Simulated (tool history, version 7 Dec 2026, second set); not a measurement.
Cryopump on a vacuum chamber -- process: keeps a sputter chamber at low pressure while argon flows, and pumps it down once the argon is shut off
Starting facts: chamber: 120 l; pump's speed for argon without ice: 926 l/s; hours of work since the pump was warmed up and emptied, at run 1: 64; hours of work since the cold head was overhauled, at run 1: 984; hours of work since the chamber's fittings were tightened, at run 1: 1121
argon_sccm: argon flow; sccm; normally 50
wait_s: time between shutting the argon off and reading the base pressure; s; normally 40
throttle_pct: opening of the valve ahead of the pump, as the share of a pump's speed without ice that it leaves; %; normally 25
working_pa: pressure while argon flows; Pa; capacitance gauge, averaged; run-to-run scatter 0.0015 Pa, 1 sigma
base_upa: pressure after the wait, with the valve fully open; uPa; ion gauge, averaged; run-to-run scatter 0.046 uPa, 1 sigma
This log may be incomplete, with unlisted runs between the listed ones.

run	hour	argon_sccm	wait_s	throttle_pct	hours of work since the pump was warmed up and emptied	hours of work since the cold head was overhauled	hours of work since the chamber's fittings were tightened	working_pa	base_upa
1	0	50	40	25	64	984	1121	0.369	3.11
2	53.5	50	40	25	98	1018	1155	0.3693	3.13
3	105.7	50	40	25	131	1051	1189	0.371	3.23
4	158.9	50	40	25	165	1085	1223	0.3718	3.26
5	187.9	50	40	25	184	1104	1241	0.3733	3.23
6	228.8	50	40	25	210	1130	1267	0.371	3.25
7	270.1	50	40	18	236	1156	1294	0.516	3.42
8	318.7	50	40	18	267	1187	1325	0.5187	3.25
9	369.8	50	40	25	300	1220	1357	0.3751	3.26
10	392.8	50	40	25	315	1235	1372	0.3773	3.35
11	415.9	46	40	25	329	1250	1387	0.3466	3.42
12	458.3	46	136	25	357	1277	1414	0.3468	1.65
13	499.2	46	97	25	383	1303	1440	0.3496	1.91
14	547	46	97	25	413	1333	1471	0.3457	2.01
15	570.1	46	97	25	428	1348	1485	0.3498	2.01
16	596.7	50	40	25	445	1365	1502	0.3813	3.49
17	620.2	50	40	25	460	1380	1517	0.3777	3.5
18	672.2	50	211	38	493	1413	1551	0.2569	1.56
19	712.4	26	48	38	519	1439	1576	0.1342	3.06
20	766.5	25	48	43	553	1473	1611	0.1149	3.15
21	793.7	26	210	19	571	1491	1628	0.26	1.58
22	842.2	50	74	25	602	1522	1659	0.3872	2.45
23	873.6	56	69	40	622	1542	1679	0.2791	2.62
24	911.3	51	69	55	646	1566	1703	0.1919	2.65
25	954.4	51	69	55	673	1593	1731	0.1931	2.62
26	980.3	96	28	55	690	1610	1747	0.3638	4.55
27	1018.7	96	32	55	715	1635	1772	0.3696	4.21
28	1064.4	68	275	25	744	1664	1801	0.5308	1.57
29	1099.3	68	275	25	766	1686	1823	0.5358	1.62
30	1151.6	22	180	19	799	1719	1857	0.2228	1.84
31	1198.6	96	40	38	829	1749	1887	0.5217	3.79
32	1246.7	80	30	25	860	1780	1918	0.635	4.56
# hour 1275.7: pump warmed up, emptied and cooled again
33	1297.9	70	36	30	14	1810	1947	0.4322	3.71
34	1322.3	50	34	47	30	1825	1963	0.1966	3.92

4 options for the next run, each taken on its own from the tool as it stands now. Forecast them:
A	1358.6	67	40	24	53	1848	1986	?	?
B	1358.6	85	206	27	53	1848	1986	?	?
C	1358.6	50	106	25	53	1848	1986	?	?
D	1358.6	27	43	56	53	1848	1986	?	?

run	working_pa	base_upa
A	0.5122	3.35
B	0.5823	1.52
C	0.3676	1.94
D	0.0902	3.29
What these runs would have given with no unlogged condition in the tool:
run	working_pa	base_upa
A	0.5082	2.62
B	0.5771	0.78
C	0.3646	1.21
D	0.0886	2.55

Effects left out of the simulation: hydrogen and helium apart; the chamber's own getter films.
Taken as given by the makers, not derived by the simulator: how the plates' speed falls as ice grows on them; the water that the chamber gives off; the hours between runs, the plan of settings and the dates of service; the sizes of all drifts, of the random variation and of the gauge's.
